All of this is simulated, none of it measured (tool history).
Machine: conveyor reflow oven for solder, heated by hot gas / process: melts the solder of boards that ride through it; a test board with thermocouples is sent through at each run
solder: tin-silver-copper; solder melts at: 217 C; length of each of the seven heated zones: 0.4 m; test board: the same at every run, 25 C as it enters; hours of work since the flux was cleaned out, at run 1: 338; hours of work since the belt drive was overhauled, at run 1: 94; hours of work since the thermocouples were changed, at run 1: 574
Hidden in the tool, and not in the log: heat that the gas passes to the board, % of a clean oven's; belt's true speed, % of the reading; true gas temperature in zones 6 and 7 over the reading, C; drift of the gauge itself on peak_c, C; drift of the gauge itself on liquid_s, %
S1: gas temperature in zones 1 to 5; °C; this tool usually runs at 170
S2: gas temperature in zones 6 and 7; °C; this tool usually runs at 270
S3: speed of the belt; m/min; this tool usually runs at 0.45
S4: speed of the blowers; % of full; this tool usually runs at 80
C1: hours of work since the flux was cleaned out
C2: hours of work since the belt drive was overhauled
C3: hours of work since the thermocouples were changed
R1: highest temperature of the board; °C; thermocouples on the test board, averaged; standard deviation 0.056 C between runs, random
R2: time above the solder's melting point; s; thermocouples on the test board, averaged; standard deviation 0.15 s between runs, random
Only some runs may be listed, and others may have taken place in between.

run	day	S1	S2	S3	S4	C1	C2	C3	R1	R2
1	0	170	270	0.45	80	338	94	574	259.26	85.6
2	0.379	170	270	0.45	80	342	98	578	259.2	85.7
3	0.896	170	279	0.45	80	347	103	583	267.35	91.5
4	1.421	170	279	0.45	80	353	108	588	267.4	91.4
5	2.025	170	262	0.45	80	359	114	594	251.9	79.5
6	2.338	170	262	0.45	80	362	118	597	251.8	79.2
7	2.958	170	270	0.45	55	368	124	604	252.48	77.5
8	3.421	170	278	0.45	80	373	128	608	266.36	90.6
9	3.979	170	270	0.45	86	378	134	614	260.3	86.8
10	4.496	170	270	0.45	86	383	139	619	260.18	86.5
11	4.871	170	270	0.45	80	387	143	623	259.06	85.5
12	5.333	170	270	0.45	80	392	148	627	258.99	85.8
13	5.904	170	270	0.474	59	397	153	633	251.91	72.8
14	6.3	170	270	0.474	59	401	157	637	251.87	72.8
15	6.671	181	260	0.45	56	405	161	641	246.27	76.5
16	7.017	181	260	0.395	74	408	164	644	253.23	99.5
17	7.575	181	260	0.395	74	414	170	650	253.23	99.6
18	8.017	181	260	0.395	74	419	174	654	253.2	99.3
19	8.625	181	260	0.395	74	425	180	660	253.28	99.4
# day 8.779: thermocouples of zones 6 and 7 changed
20	9.104	162	270	0.45	59	429	184	3	250.46	71.7
21	9.567	158	270	0.461	60	433	189	8	248.98	67
22	10.025	184	270	0.499	80	438	194	12	256.25	80.7
23	10.458	159	258	0.499	80	442	198	17	241.66	55.4

Hidden condition of the tool, last listed run before each entry between runs versus first listed run after:
Logged between run 19 and run 20: thermocouples of zones 6 and 7 changed (day 8.779)
  belt's true speed, % of the reading: 99.77 -> 99.76; true gas temperature in zones 6 and 7 over the reading, C: 1.66 -> -0.35
  measured value less the no-hidden-state value, R1: +0.16 -> -2.36 °C; R2: -0.5 -> -3 s
